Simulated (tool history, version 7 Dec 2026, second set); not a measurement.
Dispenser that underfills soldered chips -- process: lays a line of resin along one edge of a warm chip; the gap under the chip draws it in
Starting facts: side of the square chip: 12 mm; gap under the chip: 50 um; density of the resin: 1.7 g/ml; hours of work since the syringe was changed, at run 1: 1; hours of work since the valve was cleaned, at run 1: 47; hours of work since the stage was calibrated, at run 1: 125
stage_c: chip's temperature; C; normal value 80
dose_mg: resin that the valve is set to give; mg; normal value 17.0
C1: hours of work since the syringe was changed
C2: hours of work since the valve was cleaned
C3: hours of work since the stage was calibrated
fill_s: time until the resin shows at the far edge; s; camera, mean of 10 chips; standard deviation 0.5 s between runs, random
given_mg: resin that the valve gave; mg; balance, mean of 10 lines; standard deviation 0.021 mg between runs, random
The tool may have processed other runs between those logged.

Run 1, hour 0.0: usual settings; C1 1; C2 47; C3 125. Result: fill_s 44.2 s, given_mg 16.62 mg.
Run 2, hour 6.0: usual settings but stage_c 78 C; C1 4; C2 51; C3 128. Result: fill_s 66.0 s, given_mg 16.59 mg.
At hour 8.6: new syringe of resin.
At hour 9.6: dispensing valve cleaned and set on the balance.
Run 3, hour 10.0: usual settings but stage_c 78 C; C1 0; C2 0; C3 130. Result: fill_s 44.7 s, given_mg 16.94 mg.
Run 4, hour 14.1: usual settings but stage_c 78 C; C1 3; C2 3; C3 133. Result: fill_s 54.6 s, given_mg 16.96 mg.
Run 5, hour 16.7: usual settings but stage_c 73 C; C1 4; C2 4; C3 134. Result: fill_s 76.0 s, given_mg 16.95 mg.
At hour 19.6: new syringe of resin.
Run 6, hour 21.6: usual settings but stage_c 95 C; C1 1; C2 7; C3 137. Result: fill_s 28.2 s, given_mg 16.92 mg.
Run 7, hour 25.1: usual settings but stage_c 95 C; C1 3; C2 9; C3 139. Result: fill_s 34.0 s, given_mg 16.88 mg.
Run 8, hour 27.6: usual settings but stage_c 95 C; C1 5; C2 11; C3 141. Result: fill_s 38.4 s, given_mg 16.91 mg.
At hour 29.4: new syringe of resin.
Run 9, hour 30.7: usual settings but stage_c 95 C; C1 1; C2 13; C3 142. Result: fill_s 27.0 s, given_mg 16.89 mg.
Run 10, hour 36.5: usual settings but stage_c 77 C; C1 4; C2 16; C3 146. Result: fill_s 68.7 s, given_mg 16.82 mg.
At hour 39.4: new syringe of resin.
Run 11, hour 40.5: usual settings but stage_c 79 C; C1 1; C2 18; C3 148. Result: fill_s 45.3 s, given_mg 16.78 mg.
Run 12, hour 43.4: usual settings but stage_c 70 C; C1 2; C2 20; C3 150. Result: fill_s 72.5 s, given_mg 16.79 mg.
Run 13, hour 46.1: usual settings; C1 4; C2 22; C3 152. Result: fill_s 59.8 s, given_mg 16.78 mg.
At hour 49.3: new syringe of resin.
Run 14, hour 52.3: usual settings but stage_c 77 C; C1 2; C2 25; C3 155. Result: fill_s 55.1 s, given_mg 16.76 mg.
Run 15, hour 55.8: usual settings but stage_c 75 C; C1 4; C2 28; C3 157. Result: fill_s 71.8 s, given_mg 16.76 mg.
At hour 59.1: new syringe of resin.
Run 16, hour 60.5: usual settings but stage_c 75 C; C1 1; C2 30; C3 160. Result: fill_s 53.0 s, given_mg 16.72 mg.
Run 17, hour 66.2: usual settings but stage_c 75 C; C1 4; C2 34; C3 164. Result: fill_s 73.9 s, given_mg 16.68 mg.
At hour 68.9: new syringe of resin.
Run 18, hour 70.1: usual settings but stage_c 75 C; C1 1; C2 36; C3 166. Result: fill_s 53.0 s, given_mg 16.68 mg.
Run 19, hour 75.9: usual settings but stage_c 75 C; C1 4; C2 40; C3 169. Result: fill_s 73.8 s, given_mg 16.67 mg.
At hour 78.5: new syringe of resin.
Run 20, hour 80.0: usual settings but stage_c 75 C; C1 1; C2 42; C3 172. Result: fill_s 52.4 s, given_mg 16.59 mg.
Run 21, hour 85.5: usual settings but stage_c 73 C; C1 4; C2 45; C3 175. Result: fill_s 76.3 s, given_mg 16.58 mg.
At hour 88.2: new syringe of resin.
Run 22, hour 91.7: usual settings but stage_c 66 C, dose_mg 21.2 mg; C1 2; C2 49; C3 179. Result: fill_s 80.5 s, given_mg 20.64 mg.
Run 23, hour 97.2: usual settings but dose_mg 15.3 mg; C1 6; C2 52; C3 182. Result: fill_s 67.8 s, given_mg 14.86 mg.
At hour 98.1: new syringe of resin.
At hour 99.1: dispensing valve cleaned and set on the balance.
Run 24, hour 102.0: usual settings but stage_c 79 C, dose_mg 20.4 mg; C1 2; C2 2; C3 184. Result: fill_s 48.2 s, given_mg 20.44 mg.
Run 25, hour 105.6: usual settings but stage_c 79 C, dose_mg 20.4 mg; C1 4; C2 4; C3 187. Result: fill_s 58.8 s, given_mg 20.48 mg.
At hour 108.9: new syringe of resin.
Run 26, hour 109.1: usual settings but stage_c 79 C, dose_mg 20.4 mg; C1 0; C2 6; C3 189. Result: fill_s 40.2 s, given_mg 20.38 mg.
Run 27, hour 113.6: usual settings but stage_c 79 C, dose_mg 20.4 mg; C1 3; C2 9; C3 191. Result: fill_s 52.4 s, given_mg 20.41 mg.
Run 28, hour 117.4: usual settings but stage_c 92 C, dose_mg 17.1 mg; C1 5; C2 11; C3 194. Result: fill_s 42.6 s, given_mg 17.07 mg.
At hour 118.7: new syringe of resin.
Run 29, hour 123.2: usual settings but stage_c 95 C, dose_mg 20.3 mg; C1 3; C2 14; C3 197. Result: fill_s 31.6 s, given_mg 20.22 mg.
Run 30, hour 127.1: usual settings but stage_c 79 C, dose_mg 19.2 mg; C1 5; C2 17; C3 199. Result: fill_s 67.7 s, given_mg 19.13 mg.
At hour 128.3: new syringe of resin.
Run 31, hour 132.9: usual settings but stage_c 79 C, dose_mg 18.0 mg; C1 3; C2 20; C3 203. Result: fill_s 52.6 s, given_mg 17.90 mg.
At hour 137.9: new syringe of resin.
Run 32, hour 138.0: usual settings but stage_c 79 C, dose_mg 18.0 mg; C1 0; C2 23; C3 206. Result: fill_s 42.9 s, given_mg 17.89 mg.
Run 33, hour 141.8: usual settings but stage_c 71 C, dose_mg 15.3 mg; C1 2; C2 25; C3 208. Result: fill_s 70.8 s, given_mg 15.14 mg.
At hour 147.5: new syringe of resin.
Run 34, hour 147.7: usual settings but stage_c 77 C, dose_mg 15.8 mg; C1 0; C2 29; C3 211. Result: fill_s 47.0 s, given_mg 15.65 mg.
Run 35, hour 153.8: usual settings but stage_c 65 C, dose_mg 21.1 mg; C1 4; C2 33; C3 215. Result: fill_s 95.9 s, given_mg 20.85 mg.
At hour 157.2: new syringe of resin.
Run 36, hour 159.2: usual settings but stage_c 77 C, dose_mg 15.3 mg; C1 1; C2 36; C3 218. Result: fill_s 53.3 s, given_mg 15.07 mg.

Take each entry between the runs: how does the hidden state at the last listed run before it differ from the hidden state at the first listed run after it?
Runs 2 to 3: new syringe of resin (hour 8.6); dispensing valve cleaned and set on the balance (hour 9.6)
  resin's viscosity, % of fresh resin's: 149.6 -> 101.6; dose that the valve gives, % of what is set: 97.51 -> 99.78
  measured value less the no-hidden-state value, fill_s: +22.3 -> +1.0 s; given_mg: -0.42 -> -0.04 mg
Runs 5 to 6: new syringe of resin (hour 19.6)
  resin's viscosity, % of fresh resin's: 146.6 -> 111.4; dose that the valve gives, % of what is set: 99.58 -> 99.45
  measured value less the no-hidden-state value, fill_s: +24.6 -> +3.0 s; given_mg: -0.07 -> -0.09 mg
Runs 8 to 9: new syringe of resin (hour 29.4)
  resin's viscosity, % of fresh resin's: 154.6 -> 109.1; dose that the valve gives, % of what is set: 99.27 -> 99.19
  measured value less the no-hidden-state value, fill_s: +13.7 -> +2.4 s; given_mg: -0.12 -> -0.13 mg
Runs 10 to 11: new syringe of resin (hour 39.4)
  resin's viscosity, % of fresh resin's: 150.1 -> 106.9; dose that the valve gives, % of what is set: 99.02 -> 98.91
  measured value less the no-hidden-state value, fill_s: +23.4 -> +3.3 s; given_mg: -0.16 -> -0.19 mg
Runs 13 to 14: new syringe of resin (hour 49.3)
  resin's viscosity, % of fresh resin's: 145.3 -> 120.2; dose that the valve gives, % of what is set: 98.74 -> 98.56; true chip temperature over the reading, C: -0.22 -> -0.24
  measured value less the no-hidden-state value, fill_s: +19.3 -> +9.8 s; given_mg: -0.22 -> -0.25 mg
Runs 15 to 16: new syringe of resin (hour 59.1)
  resin's viscosity, % of fresh resin's: 145.6 -> 109; dose that the valve gives, % of what is set: 98.46 -> 98.33; true chip temperature over the reading, C: -0.24 -> -0.25
  measured value less the no-hidden-state value, fill_s: +23.0 -> +5.0 s; given_mg: -0.26 -> -0.28 mg
Runs 17 to 18: new syringe of resin (hour 68.9)
  resin's viscosity, % of fresh resin's: 148.3 -> 108.5; dose that the valve gives, % of what is set: 98.18 -> 98.06
  measured value less the no-hidden-state value, fill_s: +24.7 -> +4.9 s; given_mg: -0.31 -> -0.32 mg
Runs 19 to 20: new syringe of resin (hour 78.5)
  resin's viscosity, % of fresh resin's: 149.3 -> 107.2; dose that the valve gives, % of what is set: 97.89 -> 97.79
  measured value less the no-hidden-state value, fill_s: +25.2 -> +4.3 s; given_mg: -0.36 -> -0.38 mg
Runs 21 to 22: new syringe of resin (hour 88.2)
  resin's viscosity, % of fresh resin's: 144.2 -> 120.2; dose that the valve gives, % of what is set: 97.63 -> 97.45; true chip temperature over the reading, C: -0.31 -> -0.32
  measured value less the no-hidden-state value, fill_s: +24.1 -> +14.4 s; given_mg: -0.40 -> -0.54 mg
Runs 23 to 24: new syringe of resin (hour 98.1); dispensing valve cleaned and set on the balance (hour 99.1)
  resin's viscosity, % of fresh resin's: 162.6 -> 117.6; dose that the valve gives, % of what is set: 97.28 -> 100.25; true chip temperature over the reading, C: -0.33 -> -0.34
  measured value less the no-hidden-state value, fill_s: +27.1 -> +7.8 s; given_mg: -0.42 -> +0.05 mg
Runs 25 to 26: new syringe of resin (hour 108.9)
  resin's viscosity, % of fresh resin's: 143 -> 99.2; dose that the valve gives, % of what is set: 100.13 -> 100.05; true chip temperature over the reading, C: -0.34 -> -0.35
  measured value less the no-hidden-state value, fill_s: +18.1 -> +0.1 s; given_mg: +0.02 -> +0.01 mg
Runs 28 to 29: new syringe of resin (hour 118.7)
  resin's viscosity, % of fresh resin's: 156.3 -> 130.7; dose that the valve gives, % of what is set: 99.8 -> 99.64; true chip temperature over the reading, C: -0.37 -> -0.38
  measured value less the no-hidden-state value, fill_s: +15.7 -> +7.8 s; given_mg: -0.04 -> -0.08 mg
Runs 30 to 31: new syringe of resin (hour 128.3)
  resin's viscosity, % of fresh resin's: 161.5 -> 126.6; dose that the valve gives, % of what is set: 99.52 -> 99.36; true chip temperature over the reading, C: -0.39 -> -0.4
  measured value less the no-hidden-state value, fill_s: +26.3 -> +11.6 s; given_mg: -0.09 -> -0.11 mg
Runs 31 to 32: new syringe of resin (hour 137.9)
  resin's viscosity, % of fresh resin's: 126.6 -> 101.2; dose that the valve gives, % of what is set: 99.36 -> 99.22; true chip temperature over the reading, C: -0.4 -> -0.41
  measured value less the no-hidden-state value, fill_s: +11.6 -> +1.2 s; given_mg: -0.11 -> -0.14 mg
Runs 33 to 34: new syringe of resin (hour 147.5)
  resin's viscosity, % of fresh resin's: 124.3 -> 100.7; dose that the valve gives, % of what is set: 99.1 -> 98.92; true chip temperature over the reading, C: -0.42 -> -0.43
  measured value less the no-hidden-state value, fill_s: +15.0 -> +1.2 s; given_mg: -0.14 -> -0.17 mg
Runs 35 to 36: new syringe of resin (hour 157.2)
  resin's viscosity, % of fresh resin's: 140.4 -> 111.8; dose that the valve gives, % of what is set: 98.73 -> 98.6; true chip temperature over the reading, C: -0.45 -> -0.46
  measured value less the no-hidden-state value, fill_s: +28.9 -> +6.6 s; given_mg: -0.26 -> -0.21 mg
